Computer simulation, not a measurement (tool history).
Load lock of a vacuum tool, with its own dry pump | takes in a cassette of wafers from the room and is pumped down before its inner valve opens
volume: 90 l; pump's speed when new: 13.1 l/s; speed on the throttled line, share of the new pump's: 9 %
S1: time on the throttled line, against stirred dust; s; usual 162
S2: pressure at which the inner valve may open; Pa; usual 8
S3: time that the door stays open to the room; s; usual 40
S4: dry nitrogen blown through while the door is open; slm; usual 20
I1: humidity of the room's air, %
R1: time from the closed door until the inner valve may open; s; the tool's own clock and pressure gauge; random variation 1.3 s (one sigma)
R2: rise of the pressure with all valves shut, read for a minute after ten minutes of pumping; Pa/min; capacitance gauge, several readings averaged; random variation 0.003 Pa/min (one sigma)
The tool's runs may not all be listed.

| run | hour | S1 | S2 | S3 | S4 | I1 | R1 | R2 |
|---|---|---|---|---|---|---|---|---|
| 1 | 0.0 | 162 | 8 | 40 | 20 | 48.0 | 219.0 | 0.116 |
| 2 | 105.5 | 162 | 8 | 40 | 20 | 43.1 | 216.7 | 0.111 |
| 3 | 243.1 | 162 | 8 | 40 | 20 | 44.8 | 219.2 | 0.120 |
| 4 | 349.8 | 162 | 8 | 40 | 20 | 43.9 | 215.8 | 0.119 |
| 5 | 439.9 | 162 | 14 | 40 | 20 | 43.9 | 213.8 | 0.121 |
| 6 | 597.6 | 162 | 8 | 40 | 16 | 44.9 | 217.4 | 0.127 |
| 7 | 733.4 | 162 | 8 | 40 | 20 | 44.5 | 216.0 | 0.129 |
| 8 | 826.8 | 162 | 8 | 40 | 20 | 45.2 | 217.3 | 0.132 |
| 9 | 933.4 | 162 | 8 | 40 | 20 | 42.6 | 216.4 | 0.132 |
| 10 | 1025.9 | 162 | 8 | 40 | 20 | 47.4 | 218.6 | 0.136 |
| 11 | 1124.3 | 162 | 8 | 40 | 20 | 44.9 | 218.0 | 0.131 |
| 12 | 1231.9 | 162 | 10 | 40 | 14 | 45.3 | 214.4 | 0.139 |
| 13 | 1385.2 | 162 | 10 | 40 | 14 | 43.3 | 214.7 | 0.139 |
| 14 | 1490.0 | 118 | 10 | 40 | 40 | 44.8 | 177.3 | 0.130 |
| 15 | 1601.8 | 255 | 8 | 205 | 20 | 45.1 | 301.3 | 0.182 |
| 16 | 1731.2 | 162 | 7 | 40 | 4 | 47.8 | 217.7 | 0.160 |
| 17 | 1826.8 | 162 | 12 | 95 | 11 | 44.3 | 212.9 | 0.172 |

Some steps in R1 between neighbouring runs. How much of each would the tool show without its hidden state too (settings, what came in, random variation), and how much is left for the hidden state, with any gauge scatter that isn't in both results?
The hidden state here: pump's speed, % of a new pump's; leak at the door's seal, Pa l/s; drift of the gauge itself on ready_s, %; drift of the gauge itself on rise_pa_min, %.
Run 14 -> 15: S1 118 -> 255, S2 10 -> 8, S3 40 -> 205, S4 40 -> 20. R1 +124.0 s: hidden state -1.1, all else +125.1.
Run 15 -> 16: S1 255 -> 162, S2 8 -> 7, S3 205 -> 40, S4 20 -> 4. R1 -83.6 s: hidden state +1.2, all else -84.8.
